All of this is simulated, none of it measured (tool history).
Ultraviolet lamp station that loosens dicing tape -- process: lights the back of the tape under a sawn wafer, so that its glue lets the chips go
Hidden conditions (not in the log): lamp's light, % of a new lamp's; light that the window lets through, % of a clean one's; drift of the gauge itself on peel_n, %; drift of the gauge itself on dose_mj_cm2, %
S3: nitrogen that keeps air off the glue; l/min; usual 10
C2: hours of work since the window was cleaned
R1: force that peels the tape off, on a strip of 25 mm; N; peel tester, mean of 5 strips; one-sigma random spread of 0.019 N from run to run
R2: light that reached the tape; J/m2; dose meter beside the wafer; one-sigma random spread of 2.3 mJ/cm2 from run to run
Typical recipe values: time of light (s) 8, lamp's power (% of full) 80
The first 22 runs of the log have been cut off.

Run 23, day 7.146: usual settings but time of light (s) 6, lamp's power (% of full) 67, S3 6 l/min; hours of work of the lamp 163; C2 350. Result: R1 3.359 N, R2 1310 J/m2.
Run 24, day 7.408: usual settings but time of light (s) 6, lamp's power (% of full) 67, S3 6 l/min; hours of work of the lamp 165; C2 352. Result: R1 3.459 N, R2 1290 J/m2.
Run 25, day 7.633: usual settings but time of light (s) 5, lamp's power (% of full) 82, S3 6 l/min; hours of work of the lamp 168; C2 355. Result: R1 3.288 N, R2 1330 J/m2.
Run 26, day 7.892: usual settings but time of light (s) 5, lamp's power (% of full) 82, S3 6 l/min; hours of work of the lamp 170; C2 357. Result: R1 3.168 N, R2 1300 J/m2.
Run 27, day 8.358: usual settings but time of light (s) 5, lamp's power (% of full) 82, S3 6 l/min; hours of work of the lamp 175; C2 362. Result: R1 3.282 N, R2 1300 J/m2.
Run 28, day 8.733: usual settings but time of light (s) 5, lamp's power (% of full) 82, S3 6 l/min; hours of work of the lamp 179; C2 366. Result: R1 3.208 N, R2 1320 J/m2.
Run 29, day 8.967: usual settings but time of light (s) 9, lamp's power (% of full) 99; hours of work of the lamp 182; C2 369. Result: R1 0.580 N, R2 2870 J/m2.
Run 30, day 9.233: usual settings but time of light (s) 6, lamp's power (% of full) 70, S3 5 l/min; hours of work of the lamp 184; C2 371. Result: R1 3.534 N, R2 1340 J/m2.
Run 31, day 9.525: usual settings but time of light (s) 4, lamp's power (% of full) 61, S3 4 l/min; hours of work of the lamp 187; C2 374. Result: R1 5.816 N, R2 750 J/m2.
Run 32, day 9.983: usual settings but time of light (s) 4, lamp's power (% of full) 63, S3 20 l/min; hours of work of the lamp 192; C2 379. Result: R1 3.579 N, R2 810 J/m2.
Run 33, day 10.379: usual settings but time of light (s) 4, lamp's power (% of full) 63, S3 20 l/min; hours of work of the lamp 196; C2 383. Result: R1 3.611 N, R2 820 J/m2.

Consider 4 possible next runs. They are alternatives, not a sequence: every one starts from the tool as it was left by run 33. What does each give?
Run A, day 10.600: usual settings but time of light (s) 10, lamp's power (% of full) 63, S3 6 l/min; hours of work of the lamp 198; C2 385. Result: R1 ?, R2 ?.
Run B, day 10.600: usual settings but lamp's power (% of full) 63, S3 4 l/min; hours of work of the lamp 198; C2 385. Result: R1 ?, R2 ?.
Run C, day 10.600: usual settings but time of light (s) 13, lamp's power (% of full) 90, S3 14 l/min; hours of work of the lamp 198; C2 385. Result: R1 ?, R2 ?.
Run D, day 10.600: usual settings but time of light (s) 4, lamp's power (% of full) 62, S3 3 l/min; hours of work of the lamp 198; C2 385. Result: R1 ?, R2 ?.

run     R1    R2
  A  1.832  1970
  B  3.072  1600
  C  0.257  3700
  D  6.100   800
With the hidden condition removed and each run's random variation left untouched, the same runs would have given:
run     R1    R2
  A  1.428  2270
  B  2.568  1840
  C  0.204  4250
  D  5.625   920

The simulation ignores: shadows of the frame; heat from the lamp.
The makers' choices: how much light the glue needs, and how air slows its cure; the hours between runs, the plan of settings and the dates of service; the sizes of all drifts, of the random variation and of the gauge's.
